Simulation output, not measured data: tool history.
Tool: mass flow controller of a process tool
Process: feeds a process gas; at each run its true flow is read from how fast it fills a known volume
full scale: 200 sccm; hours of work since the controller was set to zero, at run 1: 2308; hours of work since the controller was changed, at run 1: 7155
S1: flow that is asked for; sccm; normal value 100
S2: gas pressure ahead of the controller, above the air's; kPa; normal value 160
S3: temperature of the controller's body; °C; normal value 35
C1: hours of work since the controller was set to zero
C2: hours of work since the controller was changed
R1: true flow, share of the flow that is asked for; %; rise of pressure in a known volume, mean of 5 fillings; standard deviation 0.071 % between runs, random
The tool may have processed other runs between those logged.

run    hour   S1   S2  S3    C1    C2     R1
  1       0  100  160  35  2308  7155  96.65
  2   269.4  100  160  35  2515  7362  96.62
  3   535.3  100  160  35  2719  7567  96.65
      635.3  -- controller exchanged for a calibrated one
  4  1018.3  100  160  35   294   294  99.91
  5  1229.8  100  160  35   457   457  99.92
  6  1478.3  100  160  35   647   647  99.91
  7  1846.7  100  160  35   930   930  99.67
  8  2125.4  100  160  35  1144  1144   99.6
  9  2544.9  100  160  35  1466  1466   99.5
 10  2828.2  100  160  35  1684  1684   99.5
 11  3060.4  100  160  35  1862  1862   99.3
 12  3300.8  100  160  35  2047  2047  99.42
 13  3588.8  100  160  35  2268  2268  99.25
 14  3882.1  100  160  35  2493  2493  99.17
 15  4286.1  100  160  35  2803  2803  99.12
 16  4709.6  100  160  35  3129  3129  98.97
 17  5043.4  100  160  35  3385  3385  99.05
 18  5443.5  100  160  33  3692  3692   98.6
 19  5867.5  100  160  33  4018  4018  98.65
 20  6369.5  123  160  21  4403  4403  98.06

For run 21, what comes out?
     6761.5  -- controller's zero set anew
 21  6824.6  94  163  35  48  4752   ?

R1: 97.64 %
Were there no unlogged condition in the tool, this run, its random variation unchanged, would have produced R1 100.14 %.

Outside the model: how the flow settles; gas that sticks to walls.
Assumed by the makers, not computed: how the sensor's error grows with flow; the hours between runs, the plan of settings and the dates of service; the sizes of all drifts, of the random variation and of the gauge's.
